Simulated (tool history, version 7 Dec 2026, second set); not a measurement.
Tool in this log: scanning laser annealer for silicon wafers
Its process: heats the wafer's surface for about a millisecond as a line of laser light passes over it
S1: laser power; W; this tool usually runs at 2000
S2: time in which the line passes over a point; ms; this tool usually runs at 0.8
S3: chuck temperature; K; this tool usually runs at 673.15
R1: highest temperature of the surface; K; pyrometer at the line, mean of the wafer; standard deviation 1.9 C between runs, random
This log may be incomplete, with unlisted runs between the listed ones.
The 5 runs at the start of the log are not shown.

run,hour,S1,S2,S3,R1
6,54.1,2000,0.686,702.15,1343.15
7,63.5,2000,0.686,702.15,1344.15
8,72,1700,0.8,673.15,1259.15
# hour 83.1: window over the wafer cleaned
9,86.3,1700,0.8,673.15,1274.15
10,102,1700,0.8,673.15,1275.15
11,116.7,1700,0.8,673.15,1272.15
12,127.7,2000,0.8,673.15,1387.15
13,137.4,2000,0.8,673.15,1378.15
14,154.1,2000,0.8,673.15,1382.15
15,161.4,2000,0.8,673.15,1383.15

Run 16 is up next; what results do you expect?
16,172.8,2000,0.868,639.15,?

Run 16 gave R1 1377.15 K.
Were there no unlogged condition in the tool, this run, its random variation unchanged, would have produced R1 1397.15 K.

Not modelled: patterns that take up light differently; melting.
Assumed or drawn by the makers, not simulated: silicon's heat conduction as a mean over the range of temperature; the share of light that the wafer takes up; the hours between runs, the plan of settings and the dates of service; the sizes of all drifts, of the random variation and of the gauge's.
